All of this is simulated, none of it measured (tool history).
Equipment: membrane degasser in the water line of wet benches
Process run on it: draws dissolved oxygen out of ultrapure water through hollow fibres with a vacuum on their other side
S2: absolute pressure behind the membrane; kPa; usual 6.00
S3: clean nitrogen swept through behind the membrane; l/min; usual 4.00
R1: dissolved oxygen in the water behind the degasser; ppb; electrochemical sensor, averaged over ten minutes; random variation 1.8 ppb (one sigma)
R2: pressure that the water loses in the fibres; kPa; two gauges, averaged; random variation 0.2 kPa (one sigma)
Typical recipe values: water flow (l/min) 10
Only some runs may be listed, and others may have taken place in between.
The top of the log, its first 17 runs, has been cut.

run 18 hour=2280.4 | water_flow_(l/min)=10 S2=4.55 S3=4.00 | R1=192.7 R2=45.03
run 19 hour=2389.5 | water_flow_(l/min)=10 S2=4.65 S3=6.34 | R1=190.3 R2=45.03
run 20 hour=2566.8 | water_flow_(l/min)=10 S2=6.74 S3=9.42 | R1=198.0 R2=45.24
run 21 hour=2667.5 | water_flow_(l/min)=10 S2=6.74 S3=9.42 | R1=193.9 R2=44.77
-- hour=2712.3 seals of the vacuum lines changed
run 22 hour=2815.5 | water_flow_(l/min)=8 S2=6.00 S3=4.00 | R1=141.6 R2=35.98
run 23 hour=2918.1 | water_flow_(l/min)=8 S2=6.00 S3=10.20 | R1=133.0 R2=36.20
run 24 hour=3095.8 | water_flow_(l/min)=14 S2=4.45 S3=6.70 | R1=313.7 R2=62.89
run 25 hour=3273.9 | water_flow_(l/min)=13 S2=6.00 S3=4.00 | R1=296.6 R2=58.89
run 26 hour=3351.3 | water_flow_(l/min)=9 S2=6.00 S3=6.72 | R1=166.7 R2=40.57
run 27 hour=3528.7 | water_flow_(l/min)=10 S2=4.60 S3=3.13 | R1=202.6 R2=45.45
run 28 hour=3704.5 | water_flow_(l/min)=9 S2=5.46 S3=1.97 | R1=187.2 R2=40.77
run 29 hour=3800.6 | water_flow_(l/min)=9 S2=9.78 S3=1.97 | R1=237.5 R2=40.57
run 30 hour=3981.3 | water_flow_(l/min)=9 S2=9.78 S3=1.97 | R1=234.6 R2=40.90
run 31 hour=4134.1 | water_flow_(l/min)=9 S2=9.78 S3=4.48 | R1=193.1 R2=40.90

Branching from run 31: 5 alternative next runs. What would each branch give?
run A hour=4293.4 | water_flow_(l/min)=9 S2=14.46 S3=5.33 | R1=? R2=?
run B hour=4293.4 | water_flow_(l/min)=11 S2=10.91 S3=2.91 | R1=? R2=?
run C hour=4293.4 | water_flow_(l/min)=9 S2=13.24 S3=4.48 | R1=? R2=?
run D hour=4293.4 | water_flow_(l/min)=9 S2=7.59 S3=5.35 | R1=? R2=?
run E hour=4293.4 | water_flow_(l/min)=10 S2=6.00 S3=3.11 | R1=? R2=?

run=A R1=207.7 R2=40.89
run=B R1=289.5 R2=49.80
run=C R1=209.0 R2=41.46
run=D R1=180.3 R2=40.82
run=E R1=211.5 R2=45.71
Stripped of hidden state, with their random variation kept, the same runs would have yielded:
run=A R1=178.0 R2=38.98
run=B R1=251.2 R2=47.47
run=C R1=179.3 R2=39.53
run=D R1=150.6 R2=38.91
run=E R1=177.5 R2=43.58
